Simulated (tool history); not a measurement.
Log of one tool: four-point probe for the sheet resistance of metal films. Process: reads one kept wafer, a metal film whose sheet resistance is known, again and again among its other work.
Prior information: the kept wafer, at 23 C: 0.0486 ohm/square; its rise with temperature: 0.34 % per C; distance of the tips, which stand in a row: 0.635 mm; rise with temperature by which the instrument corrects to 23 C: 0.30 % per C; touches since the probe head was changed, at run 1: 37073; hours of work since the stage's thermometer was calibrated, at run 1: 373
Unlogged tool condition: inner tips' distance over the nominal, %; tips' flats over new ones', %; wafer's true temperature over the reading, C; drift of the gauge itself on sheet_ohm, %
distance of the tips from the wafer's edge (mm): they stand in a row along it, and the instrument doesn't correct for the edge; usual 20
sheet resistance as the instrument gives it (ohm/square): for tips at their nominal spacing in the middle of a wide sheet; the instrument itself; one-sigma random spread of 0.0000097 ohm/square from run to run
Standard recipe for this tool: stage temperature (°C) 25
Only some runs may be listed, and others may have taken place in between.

run	hour	stage temperature (°C)	distance of the tips from the wafer's edge (mm)	touches since the probe head was changed	hours of work since the stage's thermometer was calibrated	sheet resistance as the instrument gives it (ohm/square)
1	0.0	25	20	37073	373	0.048726
2	33.2	24	20	38250	390	0.048717
3	61.1	24	59	39237	405	0.048673
4	94.8	24	59	40431	422	0.048685
5	118.7	33	20	41277	435	0.048896
6	139.0	33	20	41997	445	0.048884
7	163.6	33	20	42865	458	0.048891
# hour 166.6: stage's thermometer calibrated
8	181.0	19	34	43464	7	0.048605
9	210.9	34	6	44522	23	0.049171
10	241.1	28	9	45592	39	0.048904
# hour 246.3: stage's thermometer calibrated, once more
11	265.8	25	46	46448	10	0.048762
12	302.1	31	74	47733	29	0.048883

Run 13 has not been measured yet. What should we expect?
13	327.1	31	74	48618	42	?

sheet resistance as the instrument gives it (ohm/square): 0.048898
The same run, on a tool lacking any hidden state, would have yielded sheet resistance as the instrument gives it (ohm/square) 0.048773.
